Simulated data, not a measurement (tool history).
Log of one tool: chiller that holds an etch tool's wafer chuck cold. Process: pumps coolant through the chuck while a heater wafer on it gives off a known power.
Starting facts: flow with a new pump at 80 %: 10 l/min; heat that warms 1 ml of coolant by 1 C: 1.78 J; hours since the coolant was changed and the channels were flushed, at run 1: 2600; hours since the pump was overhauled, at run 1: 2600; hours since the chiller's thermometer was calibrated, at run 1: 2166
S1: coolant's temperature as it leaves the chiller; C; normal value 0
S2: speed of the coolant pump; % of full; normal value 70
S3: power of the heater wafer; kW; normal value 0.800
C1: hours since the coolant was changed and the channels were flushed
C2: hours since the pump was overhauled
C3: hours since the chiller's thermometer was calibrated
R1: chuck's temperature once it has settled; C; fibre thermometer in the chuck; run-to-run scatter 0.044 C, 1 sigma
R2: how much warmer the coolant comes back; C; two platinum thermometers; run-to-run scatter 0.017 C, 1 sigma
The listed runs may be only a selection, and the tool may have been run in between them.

{"run": 1, "hour": 0.0, "S1": 0, "S2": 70, "S3": 0.8, "C1": 2600, "C2": 2600, "C3": 2166, "R1": 6.13, "R2": 3.09}
{"run": 2, "hour": 108.1, "S1": 0, "S2": 70, "S3": 0.8, "C1": 2708, "C2": 2708, "C3": 2274, "R1": 6.2, "R2": 3.1}
{"run": 3, "hour": 177.1, "S1": 7, "S2": 70, "S3": 0.8, "C1": 2777, "C2": 2777, "C3": 2343, "R1": 13.18, "R2": 3.1}
{"run": 4, "hour": 285.2, "S1": 7, "S2": 70, "S3": 0.8, "C1": 2886, "C2": 2886, "C3": 2451, "R1": 13.15, "R2": 3.07}
{"run": 5, "hour": 364.2, "S1": 7, "S2": 70, "S3": 0.8, "C1": 2964, "C2": 2964, "C3": 2530, "R1": 13.14, "R2": 3.1}
{"run": 6, "hour": 438.4, "S1": 7, "S2": 70, "S3": 0.8, "C1": 3039, "C2": 3039, "C3": 2604, "R1": 13.09, "R2": 3.07}
{"run": 7, "hour": 548.9, "S1": 0, "S2": 85, "S3": 0.8, "C1": 3149, "C2": 3149, "C3": 2715, "R1": 5.3, "R2": 2.5}
{"run": 8, "hour": 633.0, "S1": 0, "S2": 85, "S3": 0.8, "C1": 3233, "C2": 3233, "C3": 2799, "R1": 5.37, "R2": 2.47}
{"run": 9, "hour": 719.0, "S1": 0, "S2": 85, "S3": 0.8, "C1": 3319, "C2": 3319, "C3": 2885, "R1": 5.19, "R2": 2.47}
{"run": 10, "hour": 803.2, "S1": 0, "S2": 70, "S3": 0.8, "C1": 3403, "C2": 3403, "C3": 2969, "R1": 6.13, "R2": 3.06}
{"hour": 896.0, "done": "chiller's thermometer calibrated"}
{"run": 11, "hour": 918.7, "S1": 0, "S2": 70, "S3": 0.8, "C1": 3518, "C2": 3518, "C3": 23, "R1": 6.13, "R2": 3.06}
{"run": 12, "hour": 983.1, "S1": 0, "S2": 70, "S3": 0.8, "C1": 3582, "C2": 3582, "C3": 87, "R1": 6.18, "R2": 3.04}
{"run": 13, "hour": 1063.6, "S1": 0, "S2": 70, "S3": 0.8, "C1": 3663, "C2": 3663, "C3": 168, "R1": 6.1, "R2": 3.05}
{"run": 14, "hour": 1113.0, "S1": 1, "S2": 70, "S3": 0.8, "C1": 3712, "C2": 3712, "C3": 217, "R1": 7.17, "R2": 3.06}
{"run": 15, "hour": 1193.1, "S1": 0, "S2": 70, "S3": 0.72, "C1": 3792, "C2": 3792, "C3": 297, "R1": 5.51, "R2": 2.73}
{"run": 16, "hour": 1263.8, "S1": 10, "S2": 70, "S3": 0.8, "C1": 3863, "C2": 3863, "C3": 368, "R1": 16.1, "R2": 3.03}
{"run": 17, "hour": 1372.3, "S1": 10, "S2": 70, "S3": 0.8, "C1": 3972, "C2": 3972, "C3": 476, "R1": 16.16, "R2": 2.98}
{"run": 18, "hour": 1474.8, "S1": 0, "S2": 82, "S3": 0.513, "C1": 4074, "C2": 4074, "C3": 579, "R1": 3.54, "R2": 1.59}
{"run": 19, "hour": 1553.8, "S1": 0, "S2": 86, "S3": 0.418, "C1": 4153, "C2": 4153, "C3": 658, "R1": 2.79, "R2": 1.16}
{"run": 20, "hour": 1603.3, "S1": 3, "S2": 74, "S3": 0.59, "C1": 4203, "C2": 4203, "C3": 707, "R1": 7.35, "R2": 2.03}
{"run": 21, "hour": 1692.8, "S1": 0, "S2": 61, "S3": 0.899, "C1": 4292, "C2": 4292, "C3": 797, "R1": 7.72, "R2": 3.96}
{"run": 22, "hour": 1753.1, "S1": 4, "S2": 70, "S3": 0.434, "C1": 4352, "C2": 4352, "C3": 857, "R1": 7.36, "R2": 1.57}
{"run": 23, "hour": 1858.4, "S1": -3, "S2": 89, "S3": 0.801, "C1": 4458, "C2": 4458, "C3": 962, "R1": 2.15, "R2": 2.28}
{"run": 24, "hour": 1955.7, "S1": 0, "S2": 73, "S3": 0.969, "C1": 4555, "C2": 4555, "C3": 1060, "R1": 7.22, "R2": 3.45}
{"run": 25, "hour": 2069.8, "S1": 0, "S2": 73, "S3": 0.969, "C1": 4669, "C2": 4669, "C3": 1174, "R1": 7.14, "R2": 3.47}
{"run": 26, "hour": 2166.8, "S1": -2, "S2": 94, "S3": 0.8, "C1": 4766, "C2": 4766, "C3": 1271, "R1": 2.9, "R2": 2.13}
{"run": 27, "hour": 2231.3, "S1": -2, "S2": 81, "S3": 0.8, "C1": 4831, "C2": 4831, "C3": 1335, "R1": 3.48, "R2": 2.48}
{"run": 28, "hour": 2278.3, "S1": 8, "S2": 99, "S3": 0.794, "C1": 4878, "C2": 4878, "C3": 1382, "R1": 12.74, "R2": 1.97}
{"run": 29, "hour": 2371.2, "S1": -7, "S2": 70, "S3": 0.475, "C1": 4971, "C2": 4971, "C3": 1475, "R1": -3.33, "R2": 1.69}
{"run": 30, "hour": 2468.7, "S1": 7, "S2": 72, "S3": 0.738, "C1": 5068, "C2": 5068, "C3": 1573, "R1": 12.59, "R2": 2.63}
{"run": 31, "hour": 2552.9, "S1": -6, "S2": 72, "S3": 0.984, "C1": 5152, "C2": 5152, "C3": 1657, "R1": 1.38, "R2": 3.52}
{"run": 32, "hour": 2622.9, "S1": -2, "S2": 70, "S3": 0.8, "C1": 5222, "C2": 5222, "C3": 1727, "R1": 4.19, "R2": 2.93}
{"hour": 2696.9, "done": "gauge calibrated"}
{"run": 33, "hour": 2713.0, "S1": -1, "S2": 73, "S3": 0.8, "C1": 5312, "C2": 5312, "C3": 1817, "R1": 4.97, "R2": 2.96}

Each row is a separate what-if for the run after 33, all from the same tool condition, not one after another. Results?
{"run": "A", "hour": 2795.4, "S1": -1, "S2": 90, "S3": 0.8, "C1": 5395, "C2": 5395, "C3": 1899, "R1": "?", "R2": "?"}
{"run": "B", "hour": 2795.4, "S1": 6, "S2": 70, "S3": 0.934, "C1": 5395, "C2": 5395, "C3": 1899, "R1": "?", "R2": "?"}
{"run": "C", "hour": 2795.4, "S1": -3, "S2": 70, "S3": 0.486, "C1": 5395, "C2": 5395, "C3": 1899, "R1": "?", "R2": "?"}

run=A R1=4.14 R2=2.37
run=B R1=13.10 R2=3.61
run=C R1=0.67 R2=1.88
The same runs, with their run-to-run variation unchanged, on a tool lacking any hidden condition would have given:
run=A R1=4.13 R2=2.37
run=B R1=13.09 R2=3.62
run=C R1=0.67 R2=1.89
